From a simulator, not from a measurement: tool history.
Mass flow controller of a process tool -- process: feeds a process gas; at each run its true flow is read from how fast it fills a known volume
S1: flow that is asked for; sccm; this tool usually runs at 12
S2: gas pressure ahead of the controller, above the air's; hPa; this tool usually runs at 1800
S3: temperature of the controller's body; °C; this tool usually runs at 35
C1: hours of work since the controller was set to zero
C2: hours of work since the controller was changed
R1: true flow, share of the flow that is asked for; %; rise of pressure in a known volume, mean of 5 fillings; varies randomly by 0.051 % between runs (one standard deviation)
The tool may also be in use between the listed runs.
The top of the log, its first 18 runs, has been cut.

run    hour  S1    S2  S3    C1    C2      R1
 19  1223.2   4  1800  35  3646  3646   99.39
 20  1307.7  16  1800  29  3706  3706   99.53
 21  1393.2   2  2240  26  3767  3767  102.24
 22  1448.8   2  2240  26  3807  3807  102.29
 23    1505   2  2240  26  3847  3847  102.39
 24  1603.2  12  2200  35  3917  3917   98.47
 25  1645.9  12  2200  35  3947  3947   98.49
 26  1740.7  12  2200  35  4015  4015   98.46
 27  1796.8   6  1800  29  4054  4054   99.21
 28  1891.3  12  2160  25  4122  4122    99.2
 29  1956.7  12  1950  28  4168  4168   99.19
 30  2002.1   7  1600  31  4201  4201   99.22
 31  2075.8   5  2790  20  4253  4253   99.52
 32  2144.8   5  2790  20  4302  4302    99.5
 33  2212.7   2  1880  23  4350  4350  103.51
 34  2309.2   6  2610  35  4419  4419   98.39
 35  2395.5   6  2610  35  4481  4481    98.4
     2439.2  -- controller's zero set anew
 36  2442.9  12  2260  36     3  4514   97.38
 37  2539.7  12  2260  36    72  4583   97.45
 38  2625.3   4  2260  36   132  4644   96.29

Here are 4 independent what-if runs from the current tool condition. What would each one return?
  A  2697.3  12  1880  24  184  4695   ?
  B  2697.3   6  1870  23  184  4695   ?
  C  2697.3   4  2520  35  184  4695   ?
  D  2697.3   4  2660  32  184  4695   ?

run     R1
  A  98.52
  B  97.75
  C  96.33
  D  96.43
Without the tool's unlogged condition, the same runs would have read:
run     R1
  A  98.91
  B  97.99
  C  96.43
  D  96.53
